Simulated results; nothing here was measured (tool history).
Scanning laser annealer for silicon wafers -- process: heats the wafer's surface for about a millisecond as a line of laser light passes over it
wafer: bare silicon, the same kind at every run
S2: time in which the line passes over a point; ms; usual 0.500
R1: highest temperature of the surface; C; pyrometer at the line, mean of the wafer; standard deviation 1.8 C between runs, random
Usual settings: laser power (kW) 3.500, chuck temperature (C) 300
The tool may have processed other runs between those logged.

run 1 hour=0.0 | laser_power_(kW)=3.500 S2=0.500 chuck_temperature_(C)=300 | R1=1033
run 2 hour=36.7 | laser_power_(kW)=3.500 S2=0.500 chuck_temperature_(C)=300 | R1=1029
run 3 hour=55.8 | laser_power_(kW)=3.500 S2=0.500 chuck_temperature_(C)=332 | R1=1060
run 4 hour=96.3 | laser_power_(kW)=3.500 S2=0.500 chuck_temperature_(C)=300 | R1=1026
run 5 hour=126.9 | laser_power_(kW)=3.500 S2=0.500 chuck_temperature_(C)=300 | R1=1024
run 6 hour=171.1 | laser_power_(kW)=3.500 S2=0.500 chuck_temperature_(C)=334 | R1=1055
-- hour=210.1 optics aligned, line set to its width
run 7 hour=210.1 | laser_power_(kW)=3.500 S2=0.500 chuck_temperature_(C)=334 | R1=1064
run 8 hour=249.8 | laser_power_(kW)=3.500 S2=0.500 chuck_temperature_(C)=300 | R1=1032
run 9 hour=270.7 | laser_power_(kW)=3.500 S2=0.500 chuck_temperature_(C)=300 | R1=1026
run 10 hour=306.0 | laser_power_(kW)=3.500 S2=0.457 chuck_temperature_(C)=300 | R1=989
-- hour=316.1 window over the wafer cleaned
run 11 hour=353.5 | laser_power_(kW)=3.500 S2=0.414 chuck_temperature_(C)=300 | R1=982
run 12 hour=392.8 | laser_power_(kW)=3.500 S2=0.414 chuck_temperature_(C)=300 | R1=979
run 13 hour=413.6 | laser_power_(kW)=3.500 S2=0.414 chuck_temperature_(C)=300 | R1=978
run 14 hour=437.9 | laser_power_(kW)=3.500 S2=0.414 chuck_temperature_(C)=300 | R1=980
run 15 hour=479.1 | laser_power_(kW)=3.500 S2=0.414 chuck_temperature_(C)=300 | R1=978
run 16 hour=507.5 | laser_power_(kW)=3.500 S2=0.414 chuck_temperature_(C)=300 | R1=975
run 17 hour=544.1 | laser_power_(kW)=3.500 S2=0.414 chuck_temperature_(C)=300 | R1=972
run 18 hour=571.6 | laser_power_(kW)=3.500 S2=0.414 chuck_temperature_(C)=300 | R1=975
run 19 hour=611.3 | laser_power_(kW)=3.500 S2=0.414 chuck_temperature_(C)=300 | R1=973
-- hour=618.4 laser's power meter calibrated
run 20 hour=652.6 | laser_power_(kW)=3.500 S2=0.500 chuck_temperature_(C)=311 | R1=1051
run 21 hour=675.4 | laser_power_(kW)=3.454 S2=0.500 chuck_temperature_(C)=334 | R1=1064
run 22 hour=719.9 | laser_power_(kW)=3.454 S2=0.500 chuck_temperature_(C)=334 | R1=1063
run 23 hour=750.0 | laser_power_(kW)=3.500 S2=0.467 chuck_temperature_(C)=282 | R1=994
run 24 hour=779.7 | laser_power_(kW)=3.438 S2=0.509 chuck_temperature_(C)=286 | R1=1021
run 25 hour=800.6 | laser_power_(kW)=3.753 S2=0.498 chuck_temperature_(C)=313 | R1=1106
run 26 hour=843.1 | laser_power_(kW)=3.500 S2=0.501 chuck_temperature_(C)=266 | R1=1001
run 27 hour=869.8 | laser_power_(kW)=3.500 S2=0.501 chuck_temperature_(C)=266 | R1=1000

Run by run, hidden condition taken away, random variation retained:
Hidden conditions of the tool in this case: light that passes the window, % of a clean one's; laser's true power over the reading, %; width of the line over the set one, %; drift of the gauge itself on peak_c, C.
run=1 R1=1063
run=2 R1=1060
run=3 R1=1092
run=4 R1=1060
run=5 R1=1059
run=6 R1=1092
run=7 R1=1093
run=8 R1=1063
run=9 R1=1057
run=10 R1=1020
run=11 R1=987
run=12 R1=985
run=13 R1=985
run=14 R1=989
run=15 R1=988
run=16 R1=986
run=17 R1=984
run=18 R1=988
run=19 R1=987
run=20 R1=1068
run=21 R1=1082
run=22 R1=1082
run=23 R1=1014
run=24 R1=1042
run=25 R1=1130
run=26 R1=1025
run=27 R1=1025
